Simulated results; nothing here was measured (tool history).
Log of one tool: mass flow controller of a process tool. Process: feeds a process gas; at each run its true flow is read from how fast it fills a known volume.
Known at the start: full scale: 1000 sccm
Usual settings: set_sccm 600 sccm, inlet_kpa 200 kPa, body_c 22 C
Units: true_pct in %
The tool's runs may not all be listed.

| run | hour | set_sccm | inlet_kpa | body_c | true_pct |
|---|---|---|---|---|---|
| 1 | 0.0 | 600 | 200 | 22 | 98.90 |
| 2 | 136.3 | 600 | 200 | 22 | 98.98 |
| 3 | 430.8 | 600 | 237 | 22 | 98.67 |
| 4 | 655.6 | 600 | 237 | 22 | 98.53 |
| 5 | 930.5 | 600 | 237 | 22 | 98.50 |
| 6 | 1065.5 | 600 | 237 | 22 | 98.54 |
| 7 | 1266.2 | 600 | 237 | 22 | 98.38 |
| 8 | 1457.4 | 600 | 164 | 22 | 98.44 |
| 9 | 1768.6 | 600 | 164 | 22 | 98.47 |
| 10 | 1985.3 | 121 | 200 | 22 | 96.65 |
| 11 | 2246.8 | 121 | 200 | 22 | 96.58 |
| 12 | 2486.4 | 600 | 200 | 22 | 98.15 |
| 13 | 2740.0 | 600 | 200 | 22 | 97.90 |
| 14 | 3039.3 | 600 | 200 | 22 | 97.80 |
| 15 | 3219.7 | 600 | 200 | 26 | 97.56 |
| 16 | 3359.3 | 600 | 200 | 26 | 97.61 |
| 17 | 3550.2 | 600 | 200 | 26 | 97.40 |
| 18 | 3723.0 | 600 | 200 | 34 | 97.02 |
|  | 3978.9 | gauge calibrated |
| 19 | 3980.8 | 600 | 200 | 22 | 98.90 |
| 20 | 4266.5 | 600 | 200 | 22 | 98.91 |
| 21 | 4465.8 | 600 | 200 | 22 | 98.66 |
| 22 | 4706.3 | 600 | 200 | 22 | 98.64 |
| 23 | 4899.3 | 600 | 200 | 22 | 98.58 |
| 24 | 5061.5 | 600 | 232 | 22 | 98.49 |
| 25 | 5247.8 | 581 | 200 | 30 | 97.87 |
| 26 | 5484.5 | 656 | 189 | 24 | 98.33 |
| 27 | 5706.4 | 656 | 189 | 24 | 98.43 |
| 28 | 5978.8 | 656 | 189 | 24 | 98.27 |
| 29 | 6286.2 | 656 | 189 | 24 | 98.16 |
| 30 | 6441.2 | 403 | 200 | 22 | 97.36 |
| 31 | 6645.1 | 403 | 165 | 22 | 97.52 |
| 32 | 6901.5 | 345 | 168 | 22 | 97.36 |
| 33 | 7151.4 | 638 | 174 | 22 | 98.17 |
| 34 | 7358.2 | 638 | 174 | 22 | 97.98 |
| 35 | 7572.5 | 729 | 164 | 22 | 98.29 |
| 36 | 7826.9 | 729 | 164 | 22 | 98.16 |
| 37 | 8104.7 | 729 | 164 | 22 | 97.96 |
| 38 | 8411.3 | 729 | 164 | 28 | 97.48 |
| 39 | 8579.7 | 600 | 168 | 30 | 97.01 |
| 40 | 8765.3 | 251 | 272 | 38 | 94.86 |
| 41 | 9070.4 | 251 | 272 | 38 | 94.96 |
| 42 | 9231.2 | 181 | 272 | 39 | 94.57 |
| 43 | 9390.5 | 112 | 239 | 29 | 94.84 |
| 44 | 9599.3 | 127 | 160 | 37 | 94.67 |
| 45 | 9770.8 | 127 | 226 | 23 | 95.30 |
| 46 | 10002.3 | 303 | 227 | 34 | 95.01 |
| 47 | 10225.8 | 303 | 184 | 36 | 95.07 |
| 48 | 10405.1 | 303 | 184 | 36 | 95.12 |

Forecast each of these 3 alternatives for the next run:
| A | 10592.3 | 303 | 178 | 36 | ? |
| B | 10592.3 | 180 | 258 | 36 | ? |
| C | 10592.3 | 303 | 197 | 32 | ? |

| run | true_pct |
|---|---|
| A | 94.81 |
| B | 94.32 |
| C | 95.11 |
Without the tool's hidden state the same runs would have given:
| run | true_pct |
|---|---|
| A | 97.02 |
| B | 96.54 |
| C | 97.33 |
